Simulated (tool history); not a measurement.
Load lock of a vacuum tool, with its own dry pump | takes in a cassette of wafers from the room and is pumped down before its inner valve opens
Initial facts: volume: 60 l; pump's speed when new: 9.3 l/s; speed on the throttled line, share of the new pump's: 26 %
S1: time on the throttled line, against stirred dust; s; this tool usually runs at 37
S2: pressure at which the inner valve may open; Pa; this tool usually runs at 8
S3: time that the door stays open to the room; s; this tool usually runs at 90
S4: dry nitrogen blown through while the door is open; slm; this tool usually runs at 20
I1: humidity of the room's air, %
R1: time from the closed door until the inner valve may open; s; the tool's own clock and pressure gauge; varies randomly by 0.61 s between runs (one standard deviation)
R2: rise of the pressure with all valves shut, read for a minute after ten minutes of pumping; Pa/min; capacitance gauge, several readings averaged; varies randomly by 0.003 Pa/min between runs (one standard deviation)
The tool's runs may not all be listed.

Run 1, day 0: usual settings; I1 49.3. Result: R1 96.3 s, R2 0.039 Pa/min.
Run 2, day 8.488: usual settings but S4 4 slm; I1 41.7. Result: R1 95.9 s, R2 0.067 Pa/min.
Run 3, day 21.562: usual settings but S4 4 slm; I1 38.8. Result: R1 95.8 s, R2 0.06 Pa/min.
Run 4, day 34.858: usual settings but S4 4 slm; I1 42.7. Result: R1 96.3 s, R2 0.073 Pa/min.
Run 5, day 50.633: usual settings; I1 46.3. Result: R1 96.3 s, R2 0.066 Pa/min.
Run 6, day 67.879: usual settings; I1 43.7. Result: R1 97.4 s, R2 0.076 Pa/min.
Run 7, day 76.517: usual settings; I1 46. Result: R1 97.7 s, R2 0.085 Pa/min.
Run 8, day 88.125: usual settings; I1 44.3. Result: R1 96.8 s, R2 0.093 Pa/min.

Run 9 comes next. What will it give?
Run 9, day 101.717: usual settings but S1 59 s; I1 41.6. Result: R1 ?, R2 ?.

{"run 9": {"R1": 112.2, "R2": 0.102}}
Without the tool's hidden state the same run would have given R1 105.1 s, R2 0.03 Pa/min.
